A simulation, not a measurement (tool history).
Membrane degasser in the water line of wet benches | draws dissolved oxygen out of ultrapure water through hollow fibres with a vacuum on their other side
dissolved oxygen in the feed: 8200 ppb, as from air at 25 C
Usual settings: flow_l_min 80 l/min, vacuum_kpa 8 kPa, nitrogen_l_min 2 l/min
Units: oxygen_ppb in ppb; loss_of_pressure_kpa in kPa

| run | hour | flow_l_min | vacuum_kpa | nitrogen_l_min | oxygen_ppb | loss_of_pressure_kpa |
|---|---|---|---|---|---|---|
| 1 | 0 | 80 | 8 | 2 | 383.3 | 63.26 |
|  | 58.9 | vacuum gauge calibrated |
| 2 | 185.9 | 80 | 8 | 2 | 370.2 | 63.76 |
| 3 | 481.1 | 80 | 8 | 2 | 375.4 | 63.52 |
| 4 | 708.1 | 80 | 8 | 4.48 | 195.1 | 63.08 |
| 5 | 1004.2 | 80 | 8 | 4.48 | 196.5 | 63.21 |
| 6 | 1271.3 | 80 | 8 | 4.48 | 197 | 63.56 |
| 7 | 1453.4 | 80 | 8 | 2 | 383.5 | 62.81 |
| 8 | 1601.1 | 80 | 8 | 2.08 | 365.6 | 63.84 |
| 9 | 1819.1 | 51 | 8 | 2 | 254.6 | 40.2 |
| 10 | 2034.1 | 51 | 8 | 2 | 260.6 | 40.18 |
| 11 | 2184 | 51 | 8 | 2 | 261.2 | 40.36 |
| 12 | 2469.1 | 51 | 8 | 2 | 258.7 | 40.04 |
| 13 | 2699.9 | 62 | 8 | 2 | 305.5 | 49.07 |
| 14 | 2923.9 | 62 | 16.28 | 2 | 788.8 | 48.6 |
| 15 | 3161.7 | 80 | 12.49 | 2 | 699.6 | 62.85 |
| 16 | 3301.7 | 77 | 12.49 | 2 | 683.1 | 59.81 |
| 17 | 3456 | 77 | 14.24 | 2.09 | 770 | 60.54 |
| 18 | 3617.3 | 70 | 19.36 | 2 | 1034.1 | 54.86 |
| 19 | 3824 | 70 | 19.36 | 2 | 1054.1 | 54.61 |
| 20 | 4037.9 | 70 | 18.58 | 2 | 997.3 | 54.45 |
| 21 | 4251 | 70 | 18.58 | 2 | 999.2 | 54.21 |
| 22 | 4471 | 65 | 18.88 | 2.95 | 718.7 | 50.8 |
| 23 | 4701 | 65 | 18.88 | 2.95 | 706.2 | 50.92 |
| 24 | 4875.3 | 81 | 8 | 4.56 | 194.5 | 63.14 |
| 25 | 5166.2 | 55 | 11.48 | 2.64 | 376 | 42.54 |
| 26 | 5456.4 | 55 | 11.48 | 2.64 | 365.6 | 42.76 |
|  | 5744.8 | membrane cartridge changed |
| 27 | 5746.5 | 55 | 13.32 | 1.42 | 727.1 | 42.96 |
| 28 | 5991.1 | 55 | 13.32 | 1.42 | 737.9 | 42.38 |
| 29 | 6193.2 | 80 | 13.29 | 2 | 759.7 | 61.48 |
|  | 6388.5 | gauge calibrated |
| 30 | 6460.7 | 53 | 4.87 | 2.64 | 74.6 | 42.12 |

Some steps in loss_of_pressure_kpa between neighbouring runs. How much of each would the tool show without its hidden state too (settings, what came in, random variation), and how much is left for the hidden state, with any gauge scatter that isn't in both results?
The hidden state here: membrane still open, %; true pressure behind the membrane over the reading, kPa; air that leaks in behind the membrane, l/min; drift of the gauge itself on oxygen_ppb, %; drift of the gauge itself on loss_of_pressure_kpa, %.
Run 8 -> 9: flow_l_min 80 -> 51, nitrogen_l_min 2.08 -> 2. loss_of_pressure_kpa -23.64 kPa: hidden state +0.06, all else -23.7.
Run 24 -> 25: flow_l_min 81 -> 55, vacuum_kpa 8 -> 11.48, nitrogen_l_min 4.56 -> 2.64. loss_of_pressure_kpa -20.6 kPa: hidden state +0.28, all else -20.88.
Run 28 -> 29: flow_l_min 55 -> 80, vacuum_kpa 13.32 -> 13.29, nitrogen_l_min 1.42 -> 2. loss_of_pressure_kpa +19.1 kPa: hidden state -0.48, all else +19.58.
Run 29 -> 30: flow_l_min 80 -> 53, vacuum_kpa 13.29 -> 4.87, nitrogen_l_min 2 -> 2.64, gauge calibrated. loss_of_pressure_kpa -19.36 kPa: hidden state +1.41, all else -20.77.
